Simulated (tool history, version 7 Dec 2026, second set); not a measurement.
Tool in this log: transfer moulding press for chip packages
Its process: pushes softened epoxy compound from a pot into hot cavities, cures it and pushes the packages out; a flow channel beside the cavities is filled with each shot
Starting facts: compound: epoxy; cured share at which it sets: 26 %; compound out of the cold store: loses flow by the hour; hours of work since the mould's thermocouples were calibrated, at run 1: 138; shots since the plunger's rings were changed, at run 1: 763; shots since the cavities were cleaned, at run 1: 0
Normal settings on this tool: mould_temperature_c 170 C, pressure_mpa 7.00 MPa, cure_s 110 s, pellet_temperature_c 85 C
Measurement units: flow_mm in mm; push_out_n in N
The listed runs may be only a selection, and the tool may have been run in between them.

run    hour  mould_temperature_c  pressure_mpa  cure_s  pellet_temperature_c  hours of work since the mould's thermocouples were calibrated  shots since the plunger's rings were changed  shots since the cavities were cleaned  incoming compound's hours out of the cold store  flow_mm  push_out_n
  1     0.0                  170          7.00     110                    85                                                            138                                           763                                      0                                             26.9      921         457
  2    27.2                  170          6.58     110                    85                                                            156                                          1083                                    320                                             30.1      872         743
       64.7  -- cavities cleaned with cleaning compound and waxed
  3    64.8                  170          6.58     110                    85                                                            180                                          1509                                      1                                             13.0      932         458
  4   118.7                  170          7.00     110                    85                                                            216                                          2145                                    637                                             46.2      807         835
      130.1  -- cavities cleaned with cleaning compound and waxed
  5   173.6                  170          7.00     110                    89                                                            252                                          2774                                    512                                             27.1      885         795
      198.7  -- cavities cleaned with cleaning compound and waxed
  6   214.8                  170          7.00     110                    85                                                            279                                          3243                                    190                                             28.5      863         643
  7   238.7                  170          6.90     110                    85                                                            295                                          3524                                    471                                             38.7      814         787
      264.3  -- cavities cleaned with cleaning compound and waxed
  8   292.6                  178          7.00     110                    85                                                            330                                          4143                                    334                                             32.3      806         593
      317.7  -- mould's thermocouples calibrated
      333.1  -- cavities cleaned with cleaning compound and waxed
  9   347.6                  173          7.00     110                    85                                                             19                                          4750                                    171                                             12.6      891         555
      387.2  -- plunger's sealing rings changed
 10   390.6                  173          7.00     110                    85                                                             46                                            40                                    648                                             15.8      964         769
      402.9  -- cavities cleaned with cleaning compound and waxed
 11   427.1                  173          7.00     110                    85                                                             69                                           454                                    286                                             36.7      854         639
      468.4  -- cavities cleaned with cleaning compound and waxed
 12   481.0                  173          7.00     110                    85                                                            104                                          1071                                    149                                              8.5      994         589
 13   522.9                  173          7.00     110                    93                                                            132                                          1566                                    644                                             29.7      863         753
      533.7  -- cavities cleaned with cleaning compound and waxed
 14   565.6                  163          7.00     133                    85                                                            160                                          2051                                    377                                             10.7     1013         870
      601.4  -- cavities cleaned with cleaning compound and waxed
 15   624.4                  175          8.56     100                    77                                                            198                                          2726                                    271                                             13.2     1008         668
      667.7  -- cavities cleaned with cleaning compound and waxed
 16   673.3                  175          8.56      96                    91                                                            230                                          3285                                     65                                             39.9      891         506
 17   710.3                  175          8.56      96                    91                                                            255                                          3721                                    501                                              8.9     1021         850
      734.9  -- cavities cleaned with cleaning compound and waxed
 18   739.1                  175          7.72     148                    91                                                            273                                          4044                                     50                                             14.3      926         399
 19   794.6                  175          7.72     148                    91                                                            310                                          4698                                    704                                             38.8      820         702
      801.3  -- cavities cleaned with cleaning compound and waxed
 20   824.0                  175          6.29     148                    91                                                            329                                          5028                                    269                                             12.6      845         576
      840.5  -- plunger's sealing rings changed
      853.2  -- mould's thermocouples calibrated
 21   866.4                  167          6.66     114                    86                                                              9                                           282                                    715                                             45.5      834         968
      875.6  -- cavities cleaned with cleaning compound and waxed
 22   909.2                  172          7.00     114                    78                                                             36                                           769                                    397                                             41.5      850         706
      942.1  -- cavities cleaned with cleaning compound and waxed
 23   952.8                  172          7.00     114                    78                                                             65                                          1266                                    126                                             12.1      968         540
 24  1003.3                  172          7.00     114                    78                                                             98                                          1861                                    721                                             14.3      955         776
     1008.9  -- cavities cleaned with cleaning compound and waxed
 25  1050.5                  170          7.00     117                    90                                                            129                                          2400                                    490                                             30.1      870         763
     1076.6  -- cavities cleaned with cleaning compound and waxed
 26  1089.6                  170          7.00     117                    90                                                            154                                          2843                                    153                                             48.0      797         580

What if the next run were any one of these 3? Each begins from the tool's condition after run 26:
  A  1115.0                  170          7.00     110                    93                                                            171                                          3143                                    453                                             11.9        ?           ?
  B  1115.0                  175          7.22     124                    85                                                            171                                          3143                                    453                                             28.7        ?           ?
  C  1115.0                  173          7.00     117                    90                                                            171                                          3143                                    453                                             21.9        ?           ?

run  flow_mm  push_out_n
  A      929         831
  B      854         652
  C      895         692
With the hidden condition removed and each run's random variation left untouched, the same runs would have given:
run  flow_mm  push_out_n
  A      984         456
  B      905         365
  C      949         387

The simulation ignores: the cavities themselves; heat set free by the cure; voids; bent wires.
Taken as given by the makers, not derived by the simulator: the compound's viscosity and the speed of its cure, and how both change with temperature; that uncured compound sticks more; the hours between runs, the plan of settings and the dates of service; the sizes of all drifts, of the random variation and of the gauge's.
